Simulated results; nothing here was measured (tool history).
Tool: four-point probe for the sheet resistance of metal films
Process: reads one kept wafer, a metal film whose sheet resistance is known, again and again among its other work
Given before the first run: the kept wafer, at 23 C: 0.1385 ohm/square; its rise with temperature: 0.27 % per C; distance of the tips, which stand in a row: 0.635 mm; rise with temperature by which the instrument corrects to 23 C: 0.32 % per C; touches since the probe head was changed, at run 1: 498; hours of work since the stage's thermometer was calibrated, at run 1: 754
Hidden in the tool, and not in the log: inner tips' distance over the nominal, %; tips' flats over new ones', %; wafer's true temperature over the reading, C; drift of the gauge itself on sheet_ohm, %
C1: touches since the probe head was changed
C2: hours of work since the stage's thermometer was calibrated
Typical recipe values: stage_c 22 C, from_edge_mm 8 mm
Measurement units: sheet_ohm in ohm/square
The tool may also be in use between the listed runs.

{"run": 1, "hour": 0.0, "stage_c": 22, "from_edge_mm": 8, "C1": 498, "C2": 754, "sheet_ohm": 0.13933}
{"run": 2, "hour": 25.3, "stage_c": 22, "from_edge_mm": 8, "C1": 1469, "C2": 774, "sheet_ohm": 0.139262}
{"run": 3, "hour": 57.3, "stage_c": 29, "from_edge_mm": 8, "C1": 2696, "C2": 800, "sheet_ohm": 0.138791}
{"run": 4, "hour": 83.1, "stage_c": 22, "from_edge_mm": 8, "C1": 3687, "C2": 820, "sheet_ohm": 0.139328}
{"run": 5, "hour": 109.2, "stage_c": 22, "from_edge_mm": 8, "C1": 4689, "C2": 841, "sheet_ohm": 0.139339}
{"run": 6, "hour": 138.5, "stage_c": 22, "from_edge_mm": 8, "C1": 5813, "C2": 865, "sheet_ohm": 0.139347}
{"run": 7, "hour": 179.1, "stage_c": 22, "from_edge_mm": 8, "C1": 7371, "C2": 897, "sheet_ohm": 0.139319}
{"run": 8, "hour": 219.4, "stage_c": 22, "from_edge_mm": 8, "C1": 8916, "C2": 929, "sheet_ohm": 0.139355}
{"run": 9, "hour": 253.0, "stage_c": 22, "from_edge_mm": 8, "C1": 10206, "C2": 956, "sheet_ohm": 0.139336}
{"run": 10, "hour": 274.5, "stage_c": 22, "from_edge_mm": 23, "C1": 11029, "C2": 973, "sheet_ohm": 0.138953}
{"run": 11, "hour": 300.6, "stage_c": 22, "from_edge_mm": 23, "C1": 12032, "C2": 994, "sheet_ohm": 0.13893}
{"run": 12, "hour": 330.9, "stage_c": 25, "from_edge_mm": 8, "C1": 13192, "C2": 1018, "sheet_ohm": 0.139161}
{"run": 13, "hour": 358.0, "stage_c": 25, "from_edge_mm": 8, "C1": 14234, "C2": 1040, "sheet_ohm": 0.139179}
{"run": 14, "hour": 382.7, "stage_c": 25, "from_edge_mm": 8, "C1": 15179, "C2": 1060, "sheet_ohm": 0.139115}
{"run": 15, "hour": 411.7, "stage_c": 22, "from_edge_mm": 9, "C1": 16292, "C2": 1083, "sheet_ohm": 0.139252}
{"hour": 414.5, "done": "stage's thermometer calibrated"}
{"run": 16, "hour": 438.7, "stage_c": 22, "from_edge_mm": 9, "C1": 17311, "C2": 19, "sheet_ohm": 0.139209}
{"run": 17, "hour": 457.6, "stage_c": 22, "from_edge_mm": 9, "C1": 18033, "C2": 34, "sheet_ohm": 0.139246}
{"run": 18, "hour": 486.0, "stage_c": 22, "from_edge_mm": 9, "C1": 19126, "C2": 57, "sheet_ohm": 0.139298}
{"run": 19, "hour": 528.3, "stage_c": 22, "from_edge_mm": 9, "C1": 20749, "C2": 91, "sheet_ohm": 0.139257}
{"run": 20, "hour": 565.8, "stage_c": 22, "from_edge_mm": 9, "C1": 22188, "C2": 121, "sheet_ohm": 0.139282}
{"hour": 568.7, "done": "stage's thermometer calibrated, once more"}
{"run": 21, "hour": 591.8, "stage_c": 22, "from_edge_mm": 9, "C1": 23165, "C2": 18, "sheet_ohm": 0.139453}
{"run": 22, "hour": 621.7, "stage_c": 21, "from_edge_mm": 52, "C1": 24313, "C2": 42, "sheet_ohm": 0.139135}
{"run": 23, "hour": 661.7, "stage_c": 18, "from_edge_mm": 27, "C1": 25847, "C2": 74, "sheet_ohm": 0.139408}
{"run": 24, "hour": 695.2, "stage_c": 22, "from_edge_mm": 7, "C1": 27133, "C2": 101, "sheet_ohm": 0.139682}
{"run": 25, "hour": 720.8, "stage_c": 27, "from_edge_mm": 3, "C1": 28114, "C2": 122, "sheet_ohm": 0.141921}
{"run": 26, "hour": 757.1, "stage_c": 27, "from_edge_mm": 3, "C1": 29506, "C2": 151, "sheet_ohm": 0.141966}
{"run": 27, "hour": 783.2, "stage_c": 19, "from_edge_mm": 8, "C1": 30508, "C2": 171, "sheet_ohm": 0.139784}
{"run": 28, "hour": 822.2, "stage_c": 19, "from_edge_mm": 8, "C1": 32005, "C2": 203, "sheet_ohm": 0.13972}
{"run": 29, "hour": 862.5, "stage_c": 19, "from_edge_mm": 8, "C1": 33550, "C2": 235, "sheet_ohm": 0.139751}
{"run": 30, "hour": 903.9, "stage_c": 20, "from_edge_mm": 33, "C1": 35140, "C2": 268, "sheet_ohm": 0.139221}
{"run": 31, "hour": 927.6, "stage_c": 20, "from_edge_mm": 33, "C1": 36047, "C2": 287, "sheet_ohm": 0.139186}
{"run": 32, "hour": 973.9, "stage_c": 31, "from_edge_mm": 70, "C1": 37823, "C2": 324, "sheet_ohm": 0.138417}
{"run": 33, "hour": 1009.1, "stage_c": 24, "from_edge_mm": 45, "C1": 39173, "C2": 352, "sheet_ohm": 0.138957}
{"run": 34, "hour": 1047.6, "stage_c": 28, "from_edge_mm": 11, "C1": 40650, "C2": 383, "sheet_ohm": 0.138903}
{"run": 35, "hour": 1088.3, "stage_c": 26, "from_edge_mm": 4, "C1": 42212, "C2": 415, "sheet_ohm": 0.140642}
{"run": 36, "hour": 1124.0, "stage_c": 30, "from_edge_mm": 11, "C1": 43584, "C2": 444, "sheet_ohm": 0.138753}
{"run": 37, "hour": 1159.3, "stage_c": 30, "from_edge_mm": 11, "C1": 44939, "C2": 472, "sheet_ohm": 0.138809}
{"run": 38, "hour": 1204.4, "stage_c": 32, "from_edge_mm": 5, "C1": 46666, "C2": 508, "sheet_ohm": 0.139546}
{"run": 39, "hour": 1230.5, "stage_c": 24, "from_edge_mm": 28, "C1": 47669, "C2": 529, "sheet_ohm": 0.138945}
{"run": 40, "hour": 1249.3, "stage_c": 19, "from_edge_mm": 45, "C1": 48389, "C2": 544, "sheet_ohm": 0.13931}
{"run": 41, "hour": 1272.3, "stage_c": 19, "from_edge_mm": 45, "C1": 49272, "C2": 562, "sheet_ohm": 0.139345}

Below are 4 alternative next runs, each starting from the tool's condition after run 41. Predict each:
{"run": "A", "hour": 1306.2, "stage_c": 21, "from_edge_mm": 4, "C1": 50572, "C2": 589, "sheet_ohm": "?"}
{"run": "B", "hour": 1306.2, "stage_c": 30, "from_edge_mm": 12, "C1": 50572, "C2": 589, "sheet_ohm": "?"}
{"run": "C", "hour": 1306.2, "stage_c": 22, "from_edge_mm": 29, "C1": 50572, "C2": 589, "sheet_ohm": "?"}
{"run": "D", "hour": 1306.2, "stage_c": 28, "from_edge_mm": 24, "C1": 50572, "C2": 589, "sheet_ohm": "?"}

run=A sheet_ohm=0.141024
run=B sheet_ohm=0.138726
run=C sheet_ohm=0.139142
run=D sheet_ohm=0.138668
Had the tool no hidden state, the same runs would have come out as:
run=A sheet_ohm=0.140488
run=B sheet_ohm=0.138197
run=C sheet_ohm=0.138612
run=D sheet_ohm=0.138139
